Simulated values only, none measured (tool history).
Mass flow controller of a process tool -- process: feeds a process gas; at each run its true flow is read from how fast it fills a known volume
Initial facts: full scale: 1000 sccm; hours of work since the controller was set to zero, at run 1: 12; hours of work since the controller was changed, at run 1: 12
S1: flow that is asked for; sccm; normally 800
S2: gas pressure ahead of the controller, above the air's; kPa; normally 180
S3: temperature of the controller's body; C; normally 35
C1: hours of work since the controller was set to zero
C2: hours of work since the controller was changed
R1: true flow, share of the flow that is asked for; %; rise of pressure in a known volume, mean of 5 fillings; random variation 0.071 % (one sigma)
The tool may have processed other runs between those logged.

| run | hour | S1 | S2 | S3 | C1 | C2 | R1 |
|---|---|---|---|---|---|---|---|
| 1 | 0.0 | 800 | 180 | 35 | 12 | 12 | 99.72 |
| 2 | 72.8 | 800 | 180 | 35 | 45 | 45 | 99.90 |
| 3 | 117.4 | 115 | 180 | 35 | 66 | 66 | 97.82 |
| 4 | 173.6 | 115 | 180 | 35 | 91 | 91 | 97.99 |
| 5 | 228.9 | 800 | 180 | 35 | 116 | 116 | 99.88 |
| 6 | 277.3 | 942 | 180 | 35 | 139 | 139 | 100.40 |
| 7 | 352.4 | 352 | 180 | 35 | 173 | 173 | 98.65 |
| 8 | 384.5 | 800 | 157 | 35 | 188 | 188 | 99.90 |
| 9 | 422.0 | 739 | 156 | 21 | 205 | 205 | 99.01 |
| 10 | 471.1 | 145 | 183 | 35 | 227 | 227 | 98.01 |
| 11 | 503.6 | 123 | 180 | 22 | 242 | 242 | 97.52 |

4 options for the next run, each taken on its own from the tool as it stands now. Forecast them:
| A | 559.2 | 800 | 141 | 35 | 267 | 267 | ? |
| B | 559.2 | 115 | 180 | 22 | 267 | 267 | ? |
| C | 559.2 | 145 | 221 | 26 | 267 | 267 | ? |
| D | 559.2 | 800 | 169 | 25 | 267 | 267 | ? |

| run | R1 |
|---|---|
| A | 99.78 |
| B | 97.60 |
| C | 98.07 |
| D | 99.48 |
With no hidden state in the tool, these same runs would have given:
| run | R1 |
|---|---|
| A | 99.53 |
| B | 97.04 |
| C | 97.58 |
| D | 99.23 |
